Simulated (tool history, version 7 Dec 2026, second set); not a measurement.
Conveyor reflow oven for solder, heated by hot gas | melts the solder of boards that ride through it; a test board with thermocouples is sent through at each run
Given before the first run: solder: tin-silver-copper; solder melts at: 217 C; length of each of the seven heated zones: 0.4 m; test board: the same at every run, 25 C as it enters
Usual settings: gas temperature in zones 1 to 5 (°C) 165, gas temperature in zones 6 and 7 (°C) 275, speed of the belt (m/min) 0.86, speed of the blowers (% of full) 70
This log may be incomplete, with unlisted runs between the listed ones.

run   hour  gas temperature in zones 1 to 5 (°C)  gas temperature in zones 6 and 7 (°C)  speed of the belt (m/min)  speed of the blowers (% of full)  highest temperature of the board (°C)  time above the solder's melting point (s)
  1      0                                   165                                    275                       0.86                                70                                    257                                       42.4
  2     37                                   165                                    275                       0.86                                70                                  256.8                                       42.6
  3   65.3                                   177                                    275                       0.86                                70                                  259.3                                         46
  4   91.9                                   165                                    281                       0.86                                70                                  262.3                                       44.5
  5  116.4                                   165                                    281                       0.86                                70                                  262.4                                       44.5
  6  136.1                                   165                                    275                       0.86                                70                                  256.7                                         42
  7  168.1                                   165                                    275                      1.018                                70                                  250.2                                       31.1
  8  201.5                                   165                                    275                       1.01                                69                                  249.7                                       31.4
  9  219.7                                   165                                    264                       0.69                                69                                  252.8                                       52.3
 10  246.8                                   165                                    266                       0.86                                71                                  249.3                                       37.7
 11    281                                   168                                    283                      0.757                                70                                  268.9                                       54.7

Results per run with the tool's hidden condition removed, run-to-run variation unchanged:
Hidden conditions of the tool in this case: heat that the gas passes to the board, % of a clean oven's; belt's true speed, % of the reading; true gas temperature in zones 6 and 7 over the reading, C; drift of the gauge itself on peak_c, C; drift of the gauge itself on liquid_s, %.
run  highest temperature of the board (°C)
  1                                    257
  2                                  256.9
  3                                  259.5
  4                                  262.6
  5                                  262.7
  6                                  257.1
  7                                  250.9
  8                                  250.4
  9                                  253.1
 10                                  249.9
 11                                  269.5
time above the solder's melting point (s): differs from the measured result by no more than 0.3 in any run.
